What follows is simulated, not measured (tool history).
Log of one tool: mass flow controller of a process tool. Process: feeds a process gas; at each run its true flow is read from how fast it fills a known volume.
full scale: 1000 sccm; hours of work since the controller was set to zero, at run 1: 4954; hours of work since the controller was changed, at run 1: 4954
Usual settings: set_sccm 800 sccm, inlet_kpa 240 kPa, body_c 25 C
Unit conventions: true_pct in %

run	hour	set_sccm	inlet_kpa	body_c	hours of work since the controller was set to zero	hours of work since the controller was changed	true_pct
1	0	800	240	25	4954	4954	98.79
2	108.8	800	178	25	5039	5039	98.38
3	232.8	800	178	25	5135	5135	98.32
4	320.1	800	178	25	5203	5203	98.17
5	425.1	800	178	33	5285	5285	97.59
6	489.6	800	178	33	5335	5335	97.57
7	615.2	800	240	22	5432	5432	98.98
8	737.5	800	240	22	5528	5528	98.95
9	799.4	800	240	22	5576	5576	99.06
10	902.4	800	240	22	5656	5656	98.99
11	1044.9	800	240	22	5766	5766	98.92
12	1118.8	800	240	22	5824	5824	98.81
13	1205.7	800	240	22	5891	5891	98.83
14	1293	800	240	22	5959	5959	98.86
15	1394.5	212	244	35	6038	6038	95.87
16	1460	216	184	21	6089	6089	96.6
17	1550.7	468	184	21	6160	6160	97.74
18	1631.6	468	184	21	6222	6222	97.71
19	1765.9	140	167	23	6327	6327	95.26
# hour 1827.5: controller exchanged for a calibrated one
20	1899.9	140	167	23	56	56	98.6
21	1969	800	240	34	110	110	99.11
22	2084.7	800	240	34	200	200	99.03
23	2161.5	800	195	36	260	260	98.46
24	2233.3	101	195	33	315	315	97.6
25	2340.3	800	238	21	399	399	100.21
26	2467.7	293	241	34	498	498	98.14
27	2557.5	109	167	32	567	567	97.28
28	2671.9	109	167	32	656	656	97.3

Below are 5 alternative next runs, each starting from the tool's condition after run 28. Predict each:
A	2800.6	536	194	38	756	756	?
B	2800.6	757	186	27	756	756	?
C	2800.6	517	167	25	756	756	?
D	2800.6	887	175	25	756	756	?
E	2800.6	800	256	25	756	756	?

run	true_pct
A	97.85
B	99.02
C	98.8
D	99.17
E	99.72
Had the tool no hidden state, the same runs would have come out as:
run	true_pct
A	98.21
B	99.36
C	99.16
D	99.5
E	100.06
